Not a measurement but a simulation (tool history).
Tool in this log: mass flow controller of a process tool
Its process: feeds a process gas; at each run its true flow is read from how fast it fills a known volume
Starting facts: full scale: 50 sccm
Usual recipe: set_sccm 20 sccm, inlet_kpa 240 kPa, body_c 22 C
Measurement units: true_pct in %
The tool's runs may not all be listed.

Run 1, hour 0.0: usual settings. Result: true_pct 97.96 %.
Run 2, hour 54.6: usual settings. Result: true_pct 97.99 %.
Run 3, hour 127.9: usual settings. Result: true_pct 98.06 %.
Run 4, hour 186.6: usual settings but body_c 31 C. Result: true_pct 99.11 %.
Run 5, hour 249.6: usual settings but body_c 31 C. Result: true_pct 98.98 %.
Run 6, hour 326.1: usual settings but body_c 31 C. Result: true_pct 99.01 %.
Run 7, hour 406.6: usual settings but body_c 37 C. Result: true_pct 99.65 %.
Run 8, hour 496.1: usual settings but body_c 37 C. Result: true_pct 99.60 %.
Run 9, hour 563.1: usual settings but body_c 37 C. Result: true_pct 99.69 %.
Run 10, hour 624.6: usual settings but body_c 37 C. Result: true_pct 99.61 %.
Run 11, hour 696.2: usual settings but inlet_kpa 205 kPa. Result: true_pct 97.66 %.
At hour 700.7: controller's zero set anew.
Run 12, hour 741.1: usual settings but inlet_kpa 205 kPa. Result: true_pct 98.04 %.
Run 13, hour 794.9: usual settings but inlet_kpa 276 kPa. Result: true_pct 98.38 %.
Run 14, hour 855.8: usual settings but inlet_kpa 276 kPa. Result: true_pct 98.49 %.
Run 15, hour 923.7: usual settings but inlet_kpa 276 kPa. Result: true_pct 98.46 %.
At hour 978.8: controller's zero set anew, once more.
Run 16, hour 1011.2: usual settings but inlet_kpa 200 kPa, body_c 23 C. Result: true_pct 97.46 %.
Run 17, hour 1074.0: usual settings but set_sccm 8 sccm, inlet_kpa 156 kPa, body_c 37 C. Result: true_pct 97.95 %.
Run 18, hour 1157.1: usual settings but inlet_kpa 272 kPa, body_c 36 C. Result: true_pct 99.20 %.
Run 19, hour 1247.8: usual settings but set_sccm 40 sccm, inlet_kpa 143 kPa, body_c 39 C. Result: true_pct 99.89 %.
Run 20, hour 1285.6: usual settings but set_sccm 40 sccm, inlet_kpa 143 kPa, body_c 31 C. Result: true_pct 99.12 %.
Run 21, hour 1379.0: usual settings but set_sccm 40 sccm, inlet_kpa 143 kPa, body_c 31 C. Result: true_pct 99.01 %.
Run 22, hour 1417.3: usual settings but set_sccm 40 sccm, inlet_kpa 143 kPa, body_c 31 C. Result: true_pct 99.08 %.
Run 23, hour 1510.4: usual settings but set_sccm 8 sccm, inlet_kpa 169 kPa, body_c 35 C. Result: true_pct 97.88 %.
Run 24, hour 1591.2: usual settings but set_sccm 8 sccm, inlet_kpa 249 kPa, body_c 35 C. Result: true_pct 98.50 %.
Run 25, hour 1658.0: usual settings but set_sccm 7 sccm, inlet_kpa 166 kPa, body_c 35 C. Result: true_pct 97.93 %.
Run 26, hour 1697.5: usual settings but set_sccm 10 sccm, inlet_kpa 176 kPa, body_c 37 C. Result: true_pct 98.27 %.
Run 27, hour 1740.4: usual settings but set_sccm 8 sccm, inlet_kpa 271 kPa, body_c 36 C. Result: true_pct 98.69 %.
Run 28, hour 1796.1: usual settings but set_sccm 8 sccm, inlet_kpa 271 kPa, body_c 36 C. Result: true_pct 98.63 %.
Run 29, hour 1863.4: usual settings but set_sccm 8 sccm, inlet_kpa 271 kPa, body_c 36 C. Result: true_pct 98.60 %.

Branching from run 29: 3 alternative next runs. What would each branch give?
Run A, hour 1920.3: usual settings but body_c 21 C. Result: true_pct ?.
Run B, hour 1920.3: usual settings but set_sccm 8 sccm, inlet_kpa 271 kPa, body_c 23 C. Result: true_pct ?.
Run C, hour 1920.3: usual settings but set_sccm 41 sccm, inlet_kpa 151 kPa, body_c 24 C. Result: true_pct ?.

run  true_pct
  A     97.61
  B     97.55
  C     98.61
Without the tool's unlogged condition, the same runs would have read:
run  true_pct
  A     98.04
  B     97.71
  C     99.13

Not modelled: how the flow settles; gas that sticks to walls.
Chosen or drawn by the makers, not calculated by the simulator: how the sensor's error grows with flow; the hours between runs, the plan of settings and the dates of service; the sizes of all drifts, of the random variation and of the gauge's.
